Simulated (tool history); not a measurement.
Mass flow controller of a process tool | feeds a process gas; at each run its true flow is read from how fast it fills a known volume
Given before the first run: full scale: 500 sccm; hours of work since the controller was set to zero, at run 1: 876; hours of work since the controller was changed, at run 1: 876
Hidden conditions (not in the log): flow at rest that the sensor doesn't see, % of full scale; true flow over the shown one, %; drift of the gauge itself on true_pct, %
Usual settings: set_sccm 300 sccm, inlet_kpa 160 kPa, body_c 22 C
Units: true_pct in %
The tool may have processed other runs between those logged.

run	day	set_sccm	inlet_kpa	body_c	hours of work since the controller was set to zero	hours of work since the controller was changed	true_pct
1	0.000	300	160	22	876	876	99.17
2	2.400	300	160	22	907	907	99.22
3	4.321	300	160	22	932	932	99.22
4	6.075	300	160	22	954	954	99.11
5	8.629	300	160	22	987	987	99.05
6	11.142	300	160	22	1020	1020	99.12
7	12.842	300	160	22	1041	1041	99.12
8	14.533	120	160	22	1063	1063	99.17
9	17.892	120	160	22	1106	1106	99.05
10	21.025	120	160	37	1147	1147	100.20
11	23.046	120	160	37	1173	1173	100.06
12	25.317	300	235	22	1202	1202	99.56
13	28.288	300	235	22	1240	1240	99.62
14	30.846	300	235	22	1273	1273	99.62
15	33.938	101	248	28	1313	1313	100.17
16	36.771	134	223	33	1350	1350	100.31
17	38.750	134	220	33	1375	1375	100.33
18	41.400	300	165	35	1409	1409	100.08
19	44.358	121	165	28	1447	1447	99.39
20	46.538	94	190	31	1475	1475	100.11
# day 46.829: controller's zero set anew
21	48.562	94	190	31	22	1501	100.40
22	51.496	94	190	31	60	1539	100.63
23	53.075	315	190	36	80	1559	100.43
24	56.012	143	209	34	118	1597	100.46
25	58.667	158	209	28	152	1631	99.85
# day 60.225: controller's zero set anew, once more
26	61.079	85	160	34	11	1662	99.04
27	64.175	168	160	22	51	1702	98.35
28	67.096	119	234	30	88	1740	99.47

For each entry between runs, how does the tool's hidden state at the last listed run before it compare with that at the first listed run after it?
In the gap between runs 20 and 21: controller's zero set anew (day 46.829)
  flow at rest that the sensor doesn't see, % of full scale: 0.211 -> 0.271; true flow over the shown one, %: -0.19 -> -0.2
  measured value less the no-hidden-state value, true_pct: +0.93 -> +1.24 %
In the gap between runs 25 and 26: controller's zero set anew, once more (day 60.225)
  flow at rest that the sensor doesn't see, % of full scale: 0.287 -> 0.012; true flow over the shown one, %: -0.25 -> -0.26
  measured value less the no-hidden-state value, true_pct: +0.66 -> -0.19 %

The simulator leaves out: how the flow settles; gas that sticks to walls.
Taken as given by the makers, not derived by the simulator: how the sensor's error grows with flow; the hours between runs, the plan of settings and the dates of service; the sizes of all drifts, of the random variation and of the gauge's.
